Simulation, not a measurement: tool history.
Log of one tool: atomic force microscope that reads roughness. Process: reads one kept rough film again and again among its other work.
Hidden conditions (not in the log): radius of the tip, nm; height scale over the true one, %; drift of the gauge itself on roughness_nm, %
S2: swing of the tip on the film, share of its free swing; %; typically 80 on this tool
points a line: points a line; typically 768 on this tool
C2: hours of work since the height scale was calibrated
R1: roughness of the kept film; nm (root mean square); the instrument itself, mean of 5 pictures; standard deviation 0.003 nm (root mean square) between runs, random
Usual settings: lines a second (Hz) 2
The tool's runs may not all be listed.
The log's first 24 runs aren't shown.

run 25 hour=972.2 | lines_a_second_(Hz)=0.66 S2=69 points_a_line=915 | pictures_with_this_tip=111 C2=72 | R1=1.334
run 26 hour=1000.7 | lines_a_second_(Hz)=0.66 S2=69 points_a_line=915 | pictures_with_this_tip=180 C2=93 | R1=1.321
-- hour=1018.6 new tip fitted
-- hour=1024 height scale calibrated on a step standard, once more
run 27 hour=1044.7 | lines_a_second_(Hz)=2 S2=69 points_a_line=768 | pictures_with_this_tip=61 C2=16 | R1=1.273
run 28 hour=1067.1 | lines_a_second_(Hz)=2 S2=69 points_a_line=768 | pictures_with_this_tip=115 C2=32 | R1=1.266
run 29 hour=1093.4 | lines_a_second_(Hz)=2 S2=80 points_a_line=373 | pictures_with_this_tip=178 C2=52 | R1=1.222
-- hour=1109.2 new tip fitted
run 30 hour=1123.7 | lines_a_second_(Hz)=3.79 S2=55 points_a_line=522 | pictures_with_this_tip=35 C2=75 | R1=1.285
run 31 hour=1159.9 | lines_a_second_(Hz)=2 S2=70 points_a_line=486 | pictures_with_this_tip=122 C2=102 | R1=1.258
run 32 hour=1195.8 | lines_a_second_(Hz)=1.73 S2=80 points_a_line=513 | pictures_with_this_tip=209 C2=129 | R1=1.227
-- hour=1201.1 new tip fitted
run 33 hour=1246.7 | lines_a_second_(Hz)=1.73 S2=80 points_a_line=513 | pictures_with_this_tip=110 C2=167 | R1=1.241
run 34 hour=1273.5 | lines_a_second_(Hz)=2 S2=70 points_a_line=768 | pictures_with_this_tip=174 C2=187 | R1=1.254
-- hour=1291.7 new tip fitted
run 35 hour=1318.1 | lines_a_second_(Hz)=0.95 S2=84 points_a_line=924 | pictures_with_this_tip=64 C2=220 | R1=1.268
run 36 hour=1355.9 | lines_a_second_(Hz)=0.95 S2=84 points_a_line=924 | pictures_with_this_tip=155 C2=248 | R1=1.263

Each row is a separate what-if for the run after 36, all from the same tool condition, not one after another. Results?
-- hour=1381.5 new tip fitted
run A hour=1381.5 | lines_a_second_(Hz)=2 S2=80 points_a_line=489 | pictures_with_this_tip=0 C2=267 | R1=?
-- hour=1381.5 new tip fitted
run B hour=1381.5 | lines_a_second_(Hz)=1.27 S2=74 points_a_line=637 | pictures_with_this_tip=0 C2=267 | R1=?
-- hour=1381.5 new tip fitted
run C hour=1381.5 | lines_a_second_(Hz)=0.97 S2=84 points_a_line=656 | pictures_with_this_tip=0 C2=267 | R1=?
-- hour=1381.5 new tip fitted
run D hour=1381.5 | lines_a_second_(Hz)=0.95 S2=77 points_a_line=924 | pictures_with_this_tip=0 C2=267 | R1=?
-- hour=1381.5 new tip fitted
run E hour=1381.5 | lines_a_second_(Hz)=3.72 S2=66 points_a_line=696 | pictures_with_this_tip=0 C2=267 | R1=?

run=A R1=1.244
run=B R1=1.292
run=C R1=1.285
run=D R1=1.294
run=E R1=1.261
Stripped of hidden state, with their random variation kept, the same runs would have yielded:
run=A R1=1.242
run=B R1=1.29
run=C R1=1.282
run=D R1=1.292
run=E R1=1.259

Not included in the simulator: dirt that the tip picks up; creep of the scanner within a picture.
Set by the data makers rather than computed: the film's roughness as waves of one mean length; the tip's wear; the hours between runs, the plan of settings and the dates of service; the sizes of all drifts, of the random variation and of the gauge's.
